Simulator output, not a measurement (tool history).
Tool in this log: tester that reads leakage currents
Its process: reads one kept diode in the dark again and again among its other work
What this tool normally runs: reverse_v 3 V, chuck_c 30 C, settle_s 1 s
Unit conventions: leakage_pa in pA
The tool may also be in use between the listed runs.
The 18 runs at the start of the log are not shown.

run   hour  reverse_v  chuck_c  settle_s  hours of work since the probe card was cleaned  hours of work since the tester was calibrated  hours of work since the chuck was calibrated  leakage_pa
 19  390.6      10.49       44         1                                             592                                           1085                                            69      777.59
 20  420.3      10.49       24       2.7                                             615                                           1109                                            93      166.92
     439.3  -- chuck's temperature calibrated, once more
 21  450.2          3       30      3.01                                             638                                           1131                                             9      136.37
 22  467.3          3       30      3.01                                             651                                           1145                                            22      137.79
 23  481.4          3       35      2.05                                             662                                           1156                                            34       201.8
 24  506.3      11.48       35      2.75                                             682                                           1176                                            53       396.7
 25  532.5          3       42       9.3                                             703                                           1197                                            74      342.56
 26  553.2       4.34       42      7.55                                             720                                           1213                                            91      410.78
 27  575.3      13.74       35      1.97                                             737                                           1231                                           109      437.51
 28    589        4.2       34      4.87                                             748                                           1242                                           119      222.18
 29  618.8        4.2       34      4.87                                             772                                           1265                                           143      222.95
 30  640.3        4.2       34      4.87                                             789                                           1283                                           160      223.17

Forecast each of these 3 alternatives for the next run:
  A  671.6       3.32       52      4.87                                             814                                           1308                                           185           ?
  B  671.6          3       58         1                                             814                                           1308                                           185           ?
  C  671.6          3       46         1                                             814                                           1308                                           185           ?

run  leakage_pa
  A      741.15
  B     1061.48
  C       461.5
The same runs, with their run-to-run variation unchanged, on a tool lacking any hidden condition would have given:
run  leakage_pa
  A      716.38
  B     1027.01
  C      445.59

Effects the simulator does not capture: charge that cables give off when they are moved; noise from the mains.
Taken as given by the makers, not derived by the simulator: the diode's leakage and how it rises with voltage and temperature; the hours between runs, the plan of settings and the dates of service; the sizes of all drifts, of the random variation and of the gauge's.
